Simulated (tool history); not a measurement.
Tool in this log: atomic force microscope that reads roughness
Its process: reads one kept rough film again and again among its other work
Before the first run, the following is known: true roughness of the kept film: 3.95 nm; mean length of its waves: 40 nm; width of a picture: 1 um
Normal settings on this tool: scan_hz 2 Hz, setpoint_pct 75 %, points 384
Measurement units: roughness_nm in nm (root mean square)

run	hour	scan_hz	setpoint_pct	points	roughness_nm
1	0	2	75	384	2.904
2	49.2	2	75	384	2.869
# hour 78: new tip fitted
3	94.7	2	75	891	3.346
4	161.5	2	75	384	3.208
5	197.9	2	75	569	3.188
6	250.5	2	75	569	3.111
7	301.2	2	75	384	3.074
8	355	2	75	347	2.971
9	422.9	2	75	384	2.885
10	476.9	2	81	384	2.75
# hour 502.6: new tip fitted
11	545.6	2	81	373	3.15
12	577.7	2	67	384	3.342
13	635.8	2	67	384	3.288
14	692.2	2	67	384	3.265
15	762.4	2	67	384	3.147
16	813.9	2	75	384	2.964
17	878.6	2	73	384	2.91
# hour 929: new tip fitted
18	940.2	2	73	384	3.328
19	977.8	2	75	384	3.245
20	1043.1	2	75	729	3.198
21	1104.7	0.52	75	384	3.386
22	1166.4	2	58	384	3.268
23	1205.1	1.19	75	384	3.142
24	1234.4	1.19	75	384	3.081
25	1275.9	1.19	75	384	3.073
26	1323.9	2	75	384	2.84
# hour 1355.3: new tip fitted
27	1355.5	1.35	75	384	3.463
28	1402	1.35	75	384	3.388
29	1441.3	0.71	70	381	3.504
30	1489.8	0.55	56	258	3.476
31	1551.9	0.95	75	384	3.265
32	1620.8	0.64	80	384	3.177
33	1679.2	2.59	80	642	2.741
34	1719	1.08	80	801	2.973
35	1749.7	1.08	80	801	2.981
# hour 1780.9: new tip fitted
36	1803.2	0.56	80	328	3.54
37	1873.1	3.07	57	938	3.402
38	1931	1.03	64	364	3.407
39	1967.2	2	86	261	2.849
40	2036.4	2	75	454	3.016
41	2101.8	2	75	454	2.962
42	2158.5	2	58	454	3.099
# hour 2208.6: new tip fitted
43	2211	3.5	86	993	2.722
44	2268.6	3.5	63	425	3.297
45	2307.4	3.5	63	425	3.253
46	2344.2	3.5	63	425	3.212
47	2410.4	0.81	87	365	3.167
48	2475.9	0.81	63	915	3.278
49	2524.7	1.1	75	922	3.127
50	2562.8	0.97	59	310	3.205
51	2597	1.25	76	297	2.959
# hour 2633.8: new tip fitted
52	2633.8	0.67	76	397	3.574

4 options for the next run, each taken on its own from the tool as it stands now. Forecast them:
A	2682.9	0.58	71	397	?
B	2682.9	2.96	82	384	?
C	2682.9	1.68	63	493	?
D	2682.9	0.99	82	943	?

run	roughness_nm
A	3.548
B	2.909
C	3.497
D	3.374
Without the tool's hidden state the same runs would have given:
run	roughness_nm
A	3.644
B	2.988
C	3.591
D	3.466
